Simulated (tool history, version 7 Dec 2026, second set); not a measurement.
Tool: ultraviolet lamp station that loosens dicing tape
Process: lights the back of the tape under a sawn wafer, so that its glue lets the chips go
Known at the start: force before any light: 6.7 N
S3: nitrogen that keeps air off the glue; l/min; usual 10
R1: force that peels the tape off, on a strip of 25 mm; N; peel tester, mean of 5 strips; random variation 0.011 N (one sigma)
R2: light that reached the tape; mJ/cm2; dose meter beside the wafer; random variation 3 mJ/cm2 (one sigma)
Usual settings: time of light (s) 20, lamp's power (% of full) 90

Run 1, day 0: usual settings. Result: R1 0.714 N, R2 370 mJ/cm2.
Run 2, day 0.492: usual settings. Result: R1 0.714 N, R2 369 mJ/cm2.
Run 3, day 0.958: usual settings. Result: R1 0.714 N, R2 372 mJ/cm2.
Run 4, day 1.225: usual settings but S3 4 l/min. Result: R1 1.205 N, R2 364 mJ/cm2.
Run 5, day 1.508: usual settings but time of light (s) 18. Result: R1 0.847 N, R2 329 mJ/cm2.
At day 1.662: window cleaned of glue's vapour.
Run 6, day 1.938: usual settings but time of light (s) 30. Result: R1 0.308 N, R2 660 mJ/cm2.
Run 7, day 2.308: usual settings but time of light (s) 30. Result: R1 0.308 N, R2 658 mJ/cm2.
Run 8, day 2.75: usual settings but time of light (s) 17. Result: R1 0.674 N, R2 371 mJ/cm2.
Run 9, day 3.058: usual settings but time of light (s) 17. Result: R1 0.717 N, R2 368 mJ/cm2.
Run 10, day 3.567: usual settings. Result: R1 0.528 N, R2 433 mJ/cm2.
Run 11, day 4.104: usual settings. Result: R1 0.531 N, R2 427 mJ/cm2.
Run 12, day 4.4: usual settings. Result: R1 0.56 N, R2 427 mJ/cm2.
Run 13, day 4.796: usual settings. Result: R1 0.558 N, R2 423 mJ/cm2.
Run 14, day 5.292: usual settings. Result: R1 0.561 N, R2 417 mJ/cm2.
Run 15, day 5.754: usual settings but time of light (s) 26, lamp's power (% of full) 80. Result: R1 0.425 N, R2 481 mJ/cm2.
Run 16, day 6.088: usual settings but time of light (s) 26, lamp's power (% of full) 80. Result: R1 0.442 N, R2 481 mJ/cm2.
Run 17, day 6.558: usual settings but time of light (s) 32, lamp's power (% of full) 79, S3 19 l/min. Result: R1 0.288 N, R2 582 mJ/cm2.
Run 18, day 6.942: usual settings but time of light (s) 40, S3 8 l/min. Result: R1 0.256 N, R2 826 mJ/cm2.
Run 19, day 7.383: usual settings but time of light (s) 40, S3 8 l/min. Result: R1 0.265 N, R2 818 mJ/cm2.
Run 20, day 7.921: usual settings but time of light (s) 40, S3 8 l/min. Result: R1 0.262 N, R2 822 mJ/cm2.
Run 21, day 8.204: usual settings but time of light (s) 16, lamp's power (% of full) 91. Result: R1 0.877 N, R2 331 mJ/cm2.
Run 22, day 8.596: usual settings but time of light (s) 16, lamp's power (% of full) 91. Result: R1 0.863 N, R2 325 mJ/cm2.
Run 23, day 9.054: usual settings but time of light (s) 16, lamp's power (% of full) 78, S3 4 l/min. Result: R1 1.787 N, R2 284 mJ/cm2.
Run 24, day 9.429: usual settings but time of light (s) 15, lamp's power (% of full) 78, S3 4 l/min. Result: R1 1.909 N, R2 264 mJ/cm2.
Run 25, day 9.708: usual settings but time of light (s) 15, lamp's power (% of full) 78, S3 4 l/min. Result: R1 1.951 N, R2 257 mJ/cm2.
Run 26, day 10.075: usual settings but time of light (s) 35, lamp's power (% of full) 71. Result: R1 0.355 N, R2 548 mJ/cm2.

4 ways to go on from here, each from the tool as it stands after run 26. What would each give?
Run A, day 10.412: usual settings but time of light (s) 35, lamp's power (% of full) 71, S3 5 l/min. Result: R1 ?, R2 ?.
Run B, day 10.412: usual settings but time of light (s) 30, lamp's power (% of full) 94, S3 3 l/min. Result: R1 ?, R2 ?.
Run C, day 10.412: usual settings but S3 15 l/min. Result: R1 ?, R2 ?.
Run D, day 10.412: usual settings but time of light (s) 19, S3 5 l/min. Result: R1 ?, R2 ?.

run     R1   R2
  A  0.523  544
  B  0.616  620
  C  0.487  402
  D  1.028  378
Without the tool's hidden state the same runs would have given:
run     R1   R2
  A   0.41  631
  B   0.48  719
  C  0.384  466
  D  0.803  439
